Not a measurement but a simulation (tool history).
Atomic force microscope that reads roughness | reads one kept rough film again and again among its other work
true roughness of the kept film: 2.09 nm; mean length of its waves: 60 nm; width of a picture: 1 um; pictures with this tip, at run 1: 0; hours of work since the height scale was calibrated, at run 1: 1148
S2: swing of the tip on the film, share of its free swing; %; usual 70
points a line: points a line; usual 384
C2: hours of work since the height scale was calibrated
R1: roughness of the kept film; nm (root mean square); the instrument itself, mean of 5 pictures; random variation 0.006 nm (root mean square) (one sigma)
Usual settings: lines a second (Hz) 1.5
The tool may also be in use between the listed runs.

Run 1, day 0: usual settings; pictures with this tip 0; C2 1148. Result: R1 1.902 nm (root mean square).
Run 2, day 1.288: usual settings; pictures with this tip 29; C2 1164. Result: R1 1.887 nm (root mean square).
Run 3, day 2.6: usual settings; pictures with this tip 60; C2 1179. Result: R1 1.873 nm (root mean square).
Run 4, day 4.433: usual settings; pictures with this tip 102; C2 1201. Result: R1 1.87 nm (root mean square).
Run 5, day 5.479: usual settings but lines a second (Hz) 2.21; pictures with this tip 127; C2 1214. Result: R1 1.794 nm (root mean square).
Run 6, day 7.075: usual settings but points a line 561; pictures with this tip 164; C2 1233. Result: R1 1.861 nm (root mean square).
Run 7, day 8.108: usual settings but lines a second (Hz) 1.12; pictures with this tip 188; C2 1245. Result: R1 1.893 nm (root mean square).
Run 8, day 9.812: usual settings; pictures with this tip 227; C2 1266. Result: R1 1.844 nm (root mean square).
Run 9, day 12.104: usual settings; pictures with this tip 280; C2 1293. Result: R1 1.839 nm (root mean square).
Run 10, day 13.417: usual settings but S2 84 %; pictures with this tip 311; C2 1309. Result: R1 1.691 nm (root mean square).
At day 13.775: new tip fitted.
Run 11, day 14.438: usual settings but lines a second (Hz) 0.71, S2 84 %, points a line 331; pictures with this tip 16; C2 1321. Result: R1 1.883 nm (root mean square).
Run 12, day 15.696: usual settings but lines a second (Hz) 0.71, S2 84 %, points a line 331; pictures with this tip 45; C2 1336. Result: R1 1.876 nm (root mean square).
Run 13, day 16.742: usual settings but lines a second (Hz) 0.71, S2 84 %, points a line 331; pictures with this tip 69; C2 1348. Result: R1 1.876 nm (root mean square).
At day 17.704: height scale calibrated on a step standard.
Run 14, day 18.792: usual settings but lines a second (Hz) 2.36, S2 84 %, points a line 331; pictures with this tip 116; C2 13. Result: R1 1.625 nm (root mean square).
Run 15, day 19.896: usual settings but lines a second (Hz) 2.36, S2 84 %, points a line 331; pictures with this tip 141; C2 26. Result: R1 1.612 nm (root mean square).
Run 16, day 21.379: usual settings but S2 78 %, points a line 557; pictures with this tip 176; C2 44. Result: R1 1.801 nm (root mean square).
Run 17, day 22.5: usual settings but lines a second (Hz) 2.68, S2 55 %, points a line 526; pictures with this tip 202; C2 57. Result: R1 1.91 nm (root mean square).
Run 18, day 24.508: usual settings but lines a second (Hz) 1.83, S2 57 %, points a line 625; pictures with this tip 248; C2 81. Result: R1 1.914 nm (root mean square).
Run 19, day 25.775: usual settings but lines a second (Hz) 2.37, S2 56 %, points a line 620; pictures with this tip 278; C2 97. Result: R1 1.892 nm (root mean square).

Forecast each of these 5 alternatives for the next run:
At day 27.542: new tip fitted.
Run A, day 27.704: usual settings but lines a second (Hz) 0.7, S2 58 %, points a line 469; pictures with this tip 4; C2 119. Result: R1 ?.
At day 27.542: new tip fitted.
Run B, day 27.704: usual settings but lines a second (Hz) 2.37, S2 59 %, points a line 620; pictures with this tip 4; C2 119. Result: R1 ?.
At day 27.542: new tip fitted.
Run C, day 27.704: usual settings but lines a second (Hz) 2.02, S2 87 %, points a line 530; pictures with this tip 4; C2 119. Result: R1 ?.
At day 27.542: new tip fitted.
Run D, day 27.704: usual settings but lines a second (Hz) 2.37, S2 56 %, points a line 291; pictures with this tip 4; C2 119. Result: R1 ?.
At day 27.542: new tip fitted.
Run E, day 27.704: usual settings but lines a second (Hz) 2.37, S2 56 %, points a line 479; pictures with this tip 4; C2 119. Result: R1 ?.

run     R1
  A  2.026
  B   1.93
  C   1.64
  D  1.951
  E  1.957
Without the tool's hidden state the same runs would have given:
run     R1
  A  2.033
  B  1.937
  C  1.646
  D  1.958
  E  1.964

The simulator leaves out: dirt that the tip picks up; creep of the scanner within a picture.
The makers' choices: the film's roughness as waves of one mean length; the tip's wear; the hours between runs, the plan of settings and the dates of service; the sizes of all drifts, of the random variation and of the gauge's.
